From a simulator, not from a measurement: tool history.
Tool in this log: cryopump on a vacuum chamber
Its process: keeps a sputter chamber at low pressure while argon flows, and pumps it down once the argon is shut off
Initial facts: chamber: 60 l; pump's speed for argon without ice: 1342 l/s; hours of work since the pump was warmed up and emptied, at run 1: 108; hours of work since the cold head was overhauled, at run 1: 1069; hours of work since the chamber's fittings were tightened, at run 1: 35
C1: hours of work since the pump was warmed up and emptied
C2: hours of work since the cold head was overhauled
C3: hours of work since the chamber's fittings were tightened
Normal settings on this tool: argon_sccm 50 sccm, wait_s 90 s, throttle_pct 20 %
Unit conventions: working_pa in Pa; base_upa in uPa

Run 1, day 0.000: usual settings; C1 108; C2 1069; C3 35. Result: working_pa 0.3176 Pa, base_upa 1.22 uPa.
Run 2, day 2.296: usual settings; C1 131; C2 1092; C3 59. Result: working_pa 0.3159 Pa, base_upa 1.36 uPa.
Run 3, day 4.312: usual settings but argon_sccm 99 sccm; C1 152; C2 1113; C3 80. Result: working_pa 0.6312 Pa, base_upa 1.36 uPa.
Run 4, day 6.342: usual settings but argon_sccm 99 sccm; C1 173; C2 1134; C3 101. Result: working_pa 0.6278 Pa, base_upa 1.44 uPa.
Run 5, day 8.092: usual settings but argon_sccm 99 sccm; C1 191; C2 1152; C3 119. Result: working_pa 0.6327 Pa, base_upa 1.49 uPa.
Run 6, day 9.812: usual settings; C1 208; C2 1170; C3 136. Result: working_pa 0.3189 Pa, base_upa 1.48 uPa.
Run 7, day 11.946: usual settings; C1 230; C2 1192; C3 158. Result: working_pa 0.3181 Pa, base_upa 1.55 uPa.
Run 8, day 14.212: usual settings; C1 254; C2 1215; C3 182. Result: working_pa 0.3191 Pa, base_upa 1.58 uPa.
Run 9, day 16.704: usual settings but argon_sccm 39 sccm, wait_s 300 s, throttle_pct 32 %; C1 279; C2 1241; C3 207. Result: working_pa 0.1552 Pa, base_upa 0.98 uPa.
Run 10, day 18.142: usual settings but argon_sccm 25 sccm, wait_s 279 s; C1 294; C2 1255; C3 222. Result: working_pa 0.1603 Pa, base_upa 1.05 uPa.
Run 11, day 20.088: usual settings but argon_sccm 52 sccm, wait_s 279 s, throttle_pct 21 %; C1 314; C2 1275; C3 242. Result: working_pa 0.3162 Pa, base_upa 1.13 uPa.
Run 12, day 22.154: usual settings but argon_sccm 52 sccm, wait_s 279 s, throttle_pct 21 %; C1 335; C2 1297; C3 263. Result: working_pa 0.3153 Pa, base_upa 1.16 uPa.
Run 13, day 24.250: usual settings but argon_sccm 90 sccm, wait_s 21 s; C1 357; C2 1318; C3 285. Result: working_pa 0.5746 Pa, base_upa 4.67 uPa.
Run 14, day 26.862: usual settings but argon_sccm 90 sccm, wait_s 21 s; C1 384; C2 1345; C3 312. Result: working_pa 0.5745 Pa, base_upa 4.85 uPa.
Run 15, day 28.942: usual settings but argon_sccm 90 sccm, wait_s 36 s; C1 405; C2 1366; C3 333. Result: working_pa 0.5732 Pa, base_upa 3.28 uPa.
Run 16, day 30.754: usual settings but argon_sccm 59 sccm, wait_s 62 s, throttle_pct 17 %; C1 424; C2 1385; C3 352. Result: working_pa 0.4472 Pa, base_upa 2.43 uPa.

The same runs without the tool's hidden state, with the same run-to-run variation:
Hidden state at play: pump's speed, % of a pump's without ice; cold plate's temperature, K; leak into the chamber, uPa l/s; drift of the gauge itself on working_pa, %; drift of the gauge itself on base_upa, %.
run  working_pa  base_upa
  1      0.3153      1.09
  2      0.3134      1.18
  3      0.6257      1.14
  4      0.6219      1.17
  5      0.6263      1.18
  6      0.3155      1.14
  7      0.3145      1.16
  8      0.3152      1.14
  9      0.1520      0.48
 10      0.1581      0.52
 11      0.3114      0.55
 12      0.3102      0.54
 13      0.5654      4.03
 14      0.5647      4.15
 15      0.5631      2.53
 16      0.4403      1.62

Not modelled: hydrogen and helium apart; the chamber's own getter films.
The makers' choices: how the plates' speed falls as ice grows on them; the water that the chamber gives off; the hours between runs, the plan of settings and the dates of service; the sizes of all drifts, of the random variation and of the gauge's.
